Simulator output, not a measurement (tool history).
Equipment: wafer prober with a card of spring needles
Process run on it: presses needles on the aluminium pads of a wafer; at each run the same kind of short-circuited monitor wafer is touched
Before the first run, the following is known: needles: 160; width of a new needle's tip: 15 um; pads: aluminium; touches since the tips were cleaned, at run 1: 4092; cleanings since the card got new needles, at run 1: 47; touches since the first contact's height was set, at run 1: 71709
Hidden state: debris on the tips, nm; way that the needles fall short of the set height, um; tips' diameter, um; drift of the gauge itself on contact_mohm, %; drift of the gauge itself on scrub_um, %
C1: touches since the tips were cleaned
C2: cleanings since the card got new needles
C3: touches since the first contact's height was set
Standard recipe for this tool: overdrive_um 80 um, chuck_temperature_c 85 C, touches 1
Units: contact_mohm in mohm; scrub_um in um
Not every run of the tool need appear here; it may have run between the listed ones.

run 1 hour=0 | overdrive_um=80 chuck_temperature_c=85 touches=1 | C1=4092 C2=47 C3=71709 | contact_mohm=281 scrub_um=11.16
-- hour=6.5 tips cleaned on abrasive film
-- hour=21.9 tips cleaned on abrasive film
run 2 hour=32.6 | overdrive_um=80 chuck_temperature_c=85 touches=1 | C1=5148 C2=49 C3=87336 | contact_mohm=276 scrub_um=11.18
-- hour=35.9 tips cleaned on abrasive film
-- hour=50.4 tips cleaned on abrasive film
-- hour=65.3 tips cleaned on abrasive film
run 3 hour=65.3 | overdrive_um=80 chuck_temperature_c=85 touches=2 | C1=0 C2=52 C3=102929 | contact_mohm=277 scrub_um=11.18
-- hour=78.1 tips cleaned on abrasive film
-- hour=93.4 tips cleaned on abrasive film
-- hour=108.3 tips cleaned on abrasive film
-- hour=108.6 height of the first contact set anew
run 4 hour=110.1 | overdrive_um=80 chuck_temperature_c=85 touches=2 | C1=691 C2=55 C3=691 | contact_mohm=273 scrub_um=11.22
-- hour=122.3 tips cleaned on abrasive film
-- hour=138.2 tips cleaned on abrasive film
-- hour=153.5 tips cleaned on abrasive film
run 5 hour=157.5 | overdrive_um=80 chuck_temperature_c=85 touches=3 | C1=1971 C2=58 C3=23420 | contact_mohm=275 scrub_um=11.21
-- hour=167.2 tips cleaned on abrasive film
-- hour=181.5 tips cleaned on abrasive film
run 6 hour=188.2 | overdrive_um=80 chuck_temperature_c=85 touches=3 | C1=3222 C2=60 C3=38092 | contact_mohm=284 scrub_um=11.22
-- hour=194.7 tips cleaned on abrasive film
-- hour=210.3 tips cleaned on abrasive film
-- hour=226.2 tips cleaned on abrasive film
-- hour=240.6 tips cleaned on abrasive film
run 7 hour=240.6 | overdrive_um=80 chuck_temperature_c=39 touches=2 | C1=0 C2=64 C3=63148 | contact_mohm=262 scrub_um=11.22
-- hour=256.2 tips cleaned on abrasive film
run 8 hour=263.6 | overdrive_um=80 chuck_temperature_c=90 touches=2 | C1=3529 C2=65 C3=74179 | contact_mohm=280 scrub_um=11.25

Expected results for the next run?
-- hour=270 tips cleaned on abrasive film
-- hour=285.1 tips cleaned on abrasive film
-- hour=299.9 tips cleaned on abrasive film
run 9 hour=302.3 | overdrive_um=80 chuck_temperature_c=55 touches=1 | C1=1133 C2=68 C3=92688 | contact_mohm=? scrub_um=?

Run 9 gave contact_mohm 265 mohm, scrub_um 11.27 um.
Take away the tool's hidden state, keep the run-to-run variation as it was, and the same run would have given contact_mohm 265 mohm, scrub_um 11.17 um.
